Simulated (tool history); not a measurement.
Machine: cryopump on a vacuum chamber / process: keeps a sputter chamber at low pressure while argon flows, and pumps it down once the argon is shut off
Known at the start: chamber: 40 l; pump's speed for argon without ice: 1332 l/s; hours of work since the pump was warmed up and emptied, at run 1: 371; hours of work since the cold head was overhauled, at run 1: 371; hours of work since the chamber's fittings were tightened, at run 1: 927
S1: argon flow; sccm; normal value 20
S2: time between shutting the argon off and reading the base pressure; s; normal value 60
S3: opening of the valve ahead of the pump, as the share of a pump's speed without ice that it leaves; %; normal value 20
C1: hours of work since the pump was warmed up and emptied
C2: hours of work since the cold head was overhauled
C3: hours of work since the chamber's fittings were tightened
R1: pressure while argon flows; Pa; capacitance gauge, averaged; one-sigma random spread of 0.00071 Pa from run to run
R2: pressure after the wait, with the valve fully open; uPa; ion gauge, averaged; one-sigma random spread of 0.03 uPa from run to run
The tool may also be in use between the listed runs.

run	hour	S1	S2	S3	C1	C2	C3	R1	R2
1	0	20	60	20	371	371	927	0.1338	2.65
2	13.8	20	60	20	383	383	939	0.1343	2.68
3	22.2	20	52	20	390	390	946	0.1346	2.81
4	35.6	20	52	20	402	402	958	0.1342	2.84
5	45.5	10	60	20	411	411	967	0.0676	2.72
6	55.8	20	60	38	420	420	976	0.0745	2.73
7	73.5	23	60	20	436	436	992	0.1555	2.85
8	90.7	23	60	20	451	451	1007	0.1562	2.84
9	103.9	23	60	20	462	462	1018	0.1569	2.86
10	119.7	20	50	20	476	476	1032	0.1358	3.11
11	129.2	20	49	20	485	485	1041	0.136	3.17
12	145.5	11	60	20	499	499	1055	0.075	2.9
13	156.5	11	60	20	509	509	1065	0.0746	3.03
14	166.3	11	60	20	517	517	1073	0.0745	2.95
15	178.3	11	60	20	528	528	1084	0.076	3.07
16	196.2	20	60	44	544	544	1100	0.0697	3.03
17	209.7	20	30	20	555	555	1112	0.1378	4.4
18	219.6	20	30	20	564	564	1120	0.1394	4.46
19	234.1	13	235	20	577	577	1133	0.0897	2.18
20	243	13	235	20	585	585	1141	0.0907	2.28
# hour 248.2: leaking fittings of the chamber tightened, without venting
21	263.5	15	90	20	601	601	13	0.1047	1.24
22	275.1	15	90	20	611	611	24	0.1051	1.2
23	282.9	9	90	20	618	618	31	0.0622	1.23
# hour 301.9: pump warmed up, emptied and cooled again
24	303.7	20	259	28	2	632	44	0.0899	0.57
25	312.8	20	99	59	10	640	52	0.0429	1.05
26	321.9	20	271	36	18	648	60	0.0697	0.58
27	337.9	20	271	36	32	662	75	0.0721	0.58
28	353.3	24	142	20	45	676	88	0.1544	0.88
29	363.3	25	31	17	54	684	97	0.1873	2.8
30	373.1	20	48	32	63	693	105	0.0804	1.91
31	389.2	20	48	32	77	707	120	0.0808	1.93
32	403.1	34	60	50	89	719	132	0.0892	1.59
33	412.2	11	231	20	97	727	140	0.0704	0.71
34	422.8	11	231	20	106	737	149	0.07	0.7

Across each entry between runs, compare the hidden state at the last listed run before it with the hidden state at the first listed run after it:
Runs 20 to 21: leaking fittings of the chamber tightened, without venting (hour 248.2)
  pump's speed, % of a pump's without ice: 67.1 -> 66.2; leak into the chamber, uPa l/s: 1721 -> 332
  measured less the result without the state, R1: +0.0082 -> +0.0098 Pa; R2: +1.73 -> +0.15 uPa
Runs 23 to 24: pump warmed up, emptied and cooled again (hour 301.9)
  pump's speed, % of a pump's without ice: 65.2 -> 99.9; cold plate's temperature, K: 12.16 -> 12.17; leak into the chamber, uPa l/s: 351 -> 367
  measured less the result without the state, R1: +0.0061 -> +0.0001 Pa; R2: +0.18 -> +0.06 uPa
